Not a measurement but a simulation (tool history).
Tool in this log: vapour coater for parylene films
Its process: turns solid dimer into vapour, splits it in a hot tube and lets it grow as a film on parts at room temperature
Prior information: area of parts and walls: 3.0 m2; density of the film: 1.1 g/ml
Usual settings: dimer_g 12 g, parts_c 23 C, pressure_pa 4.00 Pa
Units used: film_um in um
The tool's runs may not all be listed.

run   hour  dimer_g  parts_c  pressure_pa  film_um
  1    0.0       12       23         4.00     2.33
  2   16.5       12       23         4.00     2.33
  3   37.1       12       23         4.00     2.33
  4   56.8       14       23         4.00     2.72
  5   70.7       14       23         4.00     2.73
  6   87.0       12       23         4.00     2.31
  7  100.0       12       23         4.00     2.33
  8  123.1       12       23         4.00     2.34
  9  143.9       12       23         5.41     2.16
 10  174.3       12       30         4.00     1.92
 11  198.8       12       23         8.63     1.96
 12  211.6       12       25         3.08     2.31
 13  236.4       12       25         3.08     2.34
 14  253.1        5       23         2.67     1.03
 15  271.8        5       23         2.67     1.03
 16  294.7        7       18         8.62     1.25
 17  314.8        7       18         8.62     1.29
 18  346.1       20       24        10.55     3.04
 19  360.8        6       24         2.38     1.26
 20  378.1       12       33        11.95     1.40
 21  401.3       12       33        11.95     1.41
 22  421.3       12       24         3.35     2.31

Branching from run 22: 4 alternative next runs. What would each branch give?
  A  452.4        8       31         4.52        ?
  B  452.4       13       17         2.94        ?
  C  452.4       17       29         2.77        ?
  D  452.4       12       24         2.46        ?

run  film_um
  A     1.21
  B     3.01
  C     3.05
  D     2.48
Without the tool's unlogged condition, the same runs would have read:
run  film_um
  A     1.25
  B     3.10
  C     3.14
  D     2.55
